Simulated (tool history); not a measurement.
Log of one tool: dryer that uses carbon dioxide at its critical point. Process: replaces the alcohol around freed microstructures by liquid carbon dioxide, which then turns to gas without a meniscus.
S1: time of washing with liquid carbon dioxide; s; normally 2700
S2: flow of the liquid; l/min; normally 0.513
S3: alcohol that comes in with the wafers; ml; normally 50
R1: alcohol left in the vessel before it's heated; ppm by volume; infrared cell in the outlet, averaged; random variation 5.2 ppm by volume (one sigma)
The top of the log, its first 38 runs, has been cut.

| run | hour | S1 | S2 | S3 | R1 |
|---|---|---|---|---|---|
| 39 | 1843.2 | 2160 | 0.527 | 45 | 331 |
| 40 | 1879.9 | 2700 | 0.826 | 50 | 113 |
| 41 | 1926.0 | 1860 | 0.406 | 34 | 779 |
| 42 | 1984.4 | 2100 | 0.406 | 34 | 621 |
| 43 | 2031.9 | 2100 | 0.406 | 34 | 640 |
|  | 2065.6 | inlet filter changed |
| 44 | 2081.6 | 2460 | 0.421 | 92 | 658 |
| 45 | 2120.8 | 2400 | 0.471 | 30 | 261 |
| 46 | 2178.0 | 2100 | 0.656 | 45 | 229 |
| 47 | 2215.1 | 3060 | 0.354 | 27 | 285 |

Branching from run 47: 4 alternative next runs. What would each branch give?
| A | 2250.4 | 2820 | 0.354 | 27 | ? |
| B | 2250.4 | 2700 | 0.556 | 50 | ? |
| C | 2250.4 | 1980 | 0.772 | 92 | ? |
| D | 2250.4 | 3180 | 0.864 | 27 | ? |

| run | R1 |
|---|---|
| A | 363 |
| B | 217 |
| C | 264 |
| D | 155 |
Had the tool no hidden state, the same runs would have come out as:
| run | R1 |
|---|---|
| A | 188 |
| B | 63 |
| C | 96 |
| D | 9 |
